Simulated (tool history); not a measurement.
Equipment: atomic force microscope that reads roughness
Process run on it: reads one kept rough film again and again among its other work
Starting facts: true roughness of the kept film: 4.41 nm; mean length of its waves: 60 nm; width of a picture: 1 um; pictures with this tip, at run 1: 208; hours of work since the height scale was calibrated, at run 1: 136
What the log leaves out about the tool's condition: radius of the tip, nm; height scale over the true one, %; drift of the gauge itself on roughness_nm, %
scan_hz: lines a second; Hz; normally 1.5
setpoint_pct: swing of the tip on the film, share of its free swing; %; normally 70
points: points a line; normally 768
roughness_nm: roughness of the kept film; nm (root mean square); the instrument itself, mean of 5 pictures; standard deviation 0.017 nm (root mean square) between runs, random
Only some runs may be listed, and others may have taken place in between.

| run | hour | scan_hz | setpoint_pct | points | pictures with this tip | hours of work since the height scale was calibrated | roughness_nm |
|---|---|---|---|---|---|---|---|
| 1 | 0 | 1.5 | 70 | 768 | 208 | 136 | 4.045 |
| 2 | 13.6 | 1.5 | 70 | 768 | 237 | 145 | 4.041 |
| 3 | 27.2 | 1.5 | 70 | 768 | 267 | 155 | 4.037 |
| 4 | 41.9 | 1.5 | 70 | 768 | 299 | 165 | 4.052 |
|  | 46.9 | new tip fitted |
| 5 | 55.9 | 1.5 | 70 | 768 | 19 | 174 | 4.084 |
| 6 | 66 | 1.5 | 63 | 768 | 41 | 181 | 4.131 |
| 7 | 81.6 | 1.5 | 70 | 436 | 75 | 192 | 4.069 |
| 8 | 100.4 | 1.5 | 70 | 436 | 115 | 205 | 4.057 |
| 9 | 111 | 1.5 | 70 | 436 | 138 | 213 | 4.037 |
| 10 | 119.2 | 1.5 | 70 | 768 | 156 | 218 | 4.078 |
| 11 | 128.6 | 1.5 | 70 | 768 | 176 | 225 | 4.048 |
| 12 | 142.8 | 1.5 | 70 | 768 | 207 | 235 | 4.035 |
| 13 | 158.8 | 1.5 | 56 | 768 | 242 | 246 | 4.205 |
| 14 | 175.2 | 1.5 | 70 | 301 | 278 | 257 | 4.045 |
| 15 | 187.2 | 1.5 | 70 | 301 | 304 | 266 | 4.03 |
|  | 191 | new tip fitted |
| 16 | 203.6 | 1.5 | 70 | 301 | 27 | 277 | 4.013 |
| 17 | 221.4 | 1.5 | 70 | 301 | 65 | 289 | 4.035 |
| 18 | 232 | 1.5 | 90 | 301 | 88 | 296 | 3.674 |
| 19 | 243.4 | 0.54 | 90 | 690 | 113 | 304 | 4.079 |
| 20 | 254 | 1.45 | 90 | 455 | 136 | 312 | 3.677 |
| 21 | 271 | 1.5 | 58 | 781 | 173 | 324 | 4.182 |
| 22 | 281.8 | 1.5 | 70 | 904 | 196 | 331 | 4.066 |
| 23 | 297.1 | 1.5 | 70 | 661 | 229 | 342 | 4.018 |
| 24 | 308.3 | 1.5 | 70 | 661 | 254 | 350 | 4.075 |
| 25 | 319.2 | 0.51 | 80 | 489 | 277 | 357 | 4.157 |
| 26 | 332.1 | 3.93 | 68 | 536 | 305 | 366 | 3.761 |
|  | 334.9 | new tip fitted |
| 27 | 342 | 1.61 | 79 | 964 | 16 | 373 | 3.877 |
| 28 | 353.2 | 1.5 | 71 | 768 | 40 | 381 | 4.01 |
| 29 | 363 | 1.17 | 70 | 274 | 61 | 387 | 4.095 |
| 30 | 378.8 | 3.21 | 70 | 768 | 95 | 398 | 3.8 |
| 31 | 391.7 | 3.21 | 70 | 768 | 123 | 407 | 3.782 |
| 32 | 405.7 | 3.21 | 70 | 768 | 154 | 417 | 3.778 |
| 33 | 421.2 | 2.59 | 70 | 432 | 187 | 428 | 3.853 |
| 34 | 438.8 | 1.5 | 66 | 768 | 225 | 440 | 4.096 |

Each row is a separate what-if for the run after 34, all from the same tool condition, not one after another. Results?
| A | 454.9 | 0.51 | 66 | 768 | 260 | 451 | ? |
| B | 454.9 | 0.87 | 74 | 411 | 260 | 451 | ? |
| C | 454.9 | 1.63 | 62 | 584 | 260 | 451 | ? |

| run | roughness_nm |
|---|---|
| A | 4.225 |
| B | 4.099 |
| C | 4.105 |
With the hidden condition removed and each run's random variation left untouched, the same runs would have given:
| run | roughness_nm |
|---|---|
| A | 4.232 |
| B | 4.105 |
| C | 4.111 |
